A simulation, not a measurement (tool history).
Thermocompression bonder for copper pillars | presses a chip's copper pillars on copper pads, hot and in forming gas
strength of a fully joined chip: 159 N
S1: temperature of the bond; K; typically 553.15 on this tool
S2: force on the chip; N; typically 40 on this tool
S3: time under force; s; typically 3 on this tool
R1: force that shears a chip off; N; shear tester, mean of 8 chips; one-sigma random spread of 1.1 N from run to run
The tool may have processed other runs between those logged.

run 1 hour=0.0 | S1=553.15 S2=40 S3=3 | R1=112.9
run 2 hour=17.5 | S1=553.15 S2=40 S3=3 | R1=114.8
run 3 hour=41.7 | S1=553.15 S2=40 S3=3 | R1=113.6
run 4 hour=73.9 | S1=567.15 S2=40 S3=3 | R1=118.8
run 5 hour=110.4 | S1=567.15 S2=40 S3=3 | R1=119.6
run 6 hour=131.9 | S1=567.15 S2=40 S3=3 | R1=122.2
run 7 hour=153.6 | S1=567.15 S2=40 S3=3 | R1=119.0

The next listed run, before its measurement:
run 8 hour=177.7 | S1=548.15 S2=40 S3=6 | R1=?

Run 8 came out at R1 125.7 N.
Without the tool's hidden state the same run would have given R1 131.5 N.

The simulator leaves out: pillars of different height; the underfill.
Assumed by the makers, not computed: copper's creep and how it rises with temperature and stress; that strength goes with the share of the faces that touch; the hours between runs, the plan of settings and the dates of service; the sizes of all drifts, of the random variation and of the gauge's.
